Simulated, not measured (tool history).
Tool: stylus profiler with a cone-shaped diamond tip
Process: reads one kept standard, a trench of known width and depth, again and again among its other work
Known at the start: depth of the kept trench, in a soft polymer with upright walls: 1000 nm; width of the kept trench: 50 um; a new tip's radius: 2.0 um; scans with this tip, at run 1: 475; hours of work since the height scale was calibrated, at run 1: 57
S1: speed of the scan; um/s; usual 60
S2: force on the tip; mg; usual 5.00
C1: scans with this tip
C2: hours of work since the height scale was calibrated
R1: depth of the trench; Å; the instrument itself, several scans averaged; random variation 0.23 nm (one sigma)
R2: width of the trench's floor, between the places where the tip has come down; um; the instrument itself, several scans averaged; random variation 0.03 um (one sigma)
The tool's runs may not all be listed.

{"run": 1, "hour": 0.0, "S1": 60, "S2": 5.0, "C1": 475, "C2": 57, "R1": 10091.2, "R2": 46.26}
{"run": 2, "hour": 23.7, "S1": 60, "S2": 2.5, "C1": 610, "C2": 73, "R1": 10061.4, "R2": 46.23}
{"run": 3, "hour": 48.8, "S1": 60, "S2": 5.0, "C1": 754, "C2": 90, "R1": 10091.1, "R2": 46.23}
{"run": 4, "hour": 83.0, "S1": 60, "S2": 5.0, "C1": 950, "C2": 114, "R1": 10087.3, "R2": 46.21}
{"run": 5, "hour": 106.7, "S1": 60, "S2": 5.0, "C1": 1086, "C2": 130, "R1": 10085.5, "R2": 46.17}
{"run": 6, "hour": 129.9, "S1": 60, "S2": 3.25, "C1": 1219, "C2": 146, "R1": 10061.2, "R2": 46.13}
{"run": 7, "hour": 174.6, "S1": 60, "S2": 3.25, "C1": 1475, "C2": 177, "R1": 10059.3, "R2": 46.13}
{"run": 8, "hour": 222.6, "S1": 60, "S2": 3.25, "C1": 1749, "C2": 209, "R1": 10061.7, "R2": 46.03}
{"run": 9, "hour": 270.6, "S1": 60, "S2": 5.0, "C1": 2024, "C2": 242, "R1": 10081.0, "R2": 46.07}
{"run": 10, "hour": 294.7, "S1": 60, "S2": 5.0, "C1": 2162, "C2": 259, "R1": 10083.4, "R2": 46.01}
{"run": 11, "hour": 347.0, "S1": 60, "S2": 14.95, "C1": 2462, "C2": 295, "R1": 10175.9, "R2": 46.03}
{"run": 12, "hour": 395.7, "S1": 60, "S2": 14.95, "C1": 2740, "C2": 328, "R1": 10174.7, "R2": 45.99}
{"run": 13, "hour": 429.9, "S1": 60, "S2": 14.95, "C1": 2936, "C2": 352, "R1": 10174.8, "R2": 46.02}
{"run": 14, "hour": 453.1, "S1": 60, "S2": 14.95, "C1": 3069, "C2": 367, "R1": 10173.2, "R2": 46.0}
{"run": 15, "hour": 484.0, "S1": 60, "S2": 5.0, "C1": 3246, "C2": 389, "R1": 10075.5, "R2": 45.87}
{"run": 16, "hour": 535.2, "S1": 60, "S2": 5.0, "C1": 3539, "C2": 424, "R1": 10078.2, "R2": 45.81}
{"run": 17, "hour": 582.0, "S1": 60, "S2": 5.0, "C1": 3807, "C2": 456, "R1": 10075.2, "R2": 45.78}
{"run": 18, "hour": 617.9, "S1": 32, "S2": 5.0, "C1": 4013, "C2": 480, "R1": 10073.5, "R2": 45.85}
{"run": 19, "hour": 648.8, "S1": 32, "S2": 5.0, "C1": 4190, "C2": 502, "R1": 10069.3, "R2": 45.81}
{"run": 20, "hour": 697.3, "S1": 32, "S2": 5.0, "C1": 4468, "C2": 535, "R1": 10074.9, "R2": 45.74}
{"run": 21, "hour": 745.9, "S1": 32, "S2": 5.0, "C1": 4746, "C2": 568, "R1": 10069.4, "R2": 45.75}
{"run": 22, "hour": 771.3, "S1": 32, "S2": 5.0, "C1": 4891, "C2": 586, "R1": 10073.5, "R2": 45.66}
{"run": 23, "hour": 823.4, "S1": 32, "S2": 5.0, "C1": 5189, "C2": 621, "R1": 10066.7, "R2": 45.71}
{"run": 24, "hour": 849.6, "S1": 32, "S2": 5.0, "C1": 5339, "C2": 639, "R1": 10068.4, "R2": 45.65}
{"run": 25, "hour": 902.9, "S1": 38, "S2": 5.0, "C1": 5644, "C2": 676, "R1": 10067.8, "R2": 45.65}
{"run": 26, "hour": 940.8, "S1": 38, "S2": 5.0, "C1": 5862, "C2": 702, "R1": 10060.2, "R2": 45.56}
{"run": 27, "hour": 969.4, "S1": 42, "S2": 3.13, "C1": 6025, "C2": 721, "R1": 10044.6, "R2": 45.51}
{"run": 28, "hour": 995.4, "S1": 42, "S2": 2.68, "C1": 6174, "C2": 739, "R1": 10032.6, "R2": 45.43}
{"run": 29, "hour": 1024.1, "S1": 42, "S2": 2.68, "C1": 6339, "C2": 759, "R1": 10034.6, "R2": 45.46}
{"run": 30, "hour": 1071.9, "S1": 161, "S2": 3.18, "C1": 6612, "C2": 792, "R1": 10044.5, "R2": 44.95}
{"run": 31, "hour": 1124.0, "S1": 60, "S2": 11.79, "C1": 6911, "C2": 827, "R1": 10130.5, "R2": 45.43}
{"run": 32, "hour": 1171.7, "S1": 180, "S2": 5.26, "C1": 7184, "C2": 860, "R1": 10065.0, "R2": 44.95}
{"run": 33, "hour": 1198.8, "S1": 178, "S2": 10.76, "C1": 7339, "C2": 879, "R1": 10118.1, "R2": 45.14}
{"run": 34, "hour": 1246.4, "S1": 107, "S2": 5.0, "C1": 7611, "C2": 911, "R1": 10060.7, "R2": 45.13}
{"run": 35, "hour": 1293.1, "S1": 16, "S2": 3.34, "C1": 7879, "C2": 943, "R1": 10034.4, "R2": 45.32}
{"run": 36, "hour": 1322.6, "S1": 16, "S2": 10.56, "C1": 8048, "C2": 964, "R1": 10115.1, "R2": 45.34}
{"run": 37, "hour": 1368.8, "S1": 55, "S2": 5.23, "C1": 8312, "C2": 995, "R1": 10062.5, "R2": 45.19}
{"run": 38, "hour": 1404.6, "S1": 55, "S2": 5.23, "C1": 8517, "C2": 1020, "R1": 10061.2, "R2": 45.2}
{"run": 39, "hour": 1456.6, "S1": 33, "S2": 12.65, "C1": 8815, "C2": 1055, "R1": 10133.0, "R2": 45.18}
{"run": 40, "hour": 1479.9, "S1": 46, "S2": 3.26, "C1": 8948, "C2": 1071, "R1": 10030.6, "R2": 45.05}
{"run": 41, "hour": 1507.2, "S1": 40, "S2": 2.45, "C1": 9105, "C2": 1090, "R1": 10018.2, "R2": 45.07}
{"run": 42, "hour": 1556.5, "S1": 164, "S2": 3.68, "C1": 9387, "C2": 1124, "R1": 10037.4, "R2": 44.64}
{"run": 43, "hour": 1580.0, "S1": 173, "S2": 7.22, "C1": 9521, "C2": 1140, "R1": 10072.4, "R2": 44.78}
{"run": 44, "hour": 1602.8, "S1": 68, "S2": 2.05, "C1": 9652, "C2": 1156, "R1": 10013.0, "R2": 44.85}
{"run": 45, "hour": 1656.4, "S1": 68, "S2": 2.97, "C1": 9959, "C2": 1192, "R1": 10021.2, "R2": 44.85}
{"run": 46, "hour": 1710.6, "S1": 68, "S2": 2.97, "C1": 10270, "C2": 1230, "R1": 10024.1, "R2": 44.76}
{"run": 47, "hour": 1760.1, "S1": 54, "S2": 12.55, "C1": 10553, "C2": 1263, "R1": 10122.2, "R2": 44.99}

3 ways to go on from here, each from the tool as it stands after run 47. What would each give?
{"run": "A", "hour": 1804.4, "S1": 81, "S2": 2.38, "C1": 10807, "C2": 1294, "R1": "?", "R2": "?"}
{"run": "B", "hour": 1804.4, "S1": 105, "S2": 2.99, "C1": 10807, "C2": 1294, "R1": "?", "R2": "?"}
{"run": "C", "hour": 1804.4, "S1": 54, "S2": 5.09, "C1": 10807, "C2": 1294, "R1": "?", "R2": "?"}

run=A R1=10012.8 R2=44.74
run=B R1=10018.8 R2=44.63
run=C R1=10045.9 R2=44.85
Without the tool's hidden state the same runs would have given:
run=A R1=10053.5 R2=46.24
run=B R1=10059.5 R2=46.13
run=C R1=10086.7 R2=46.35
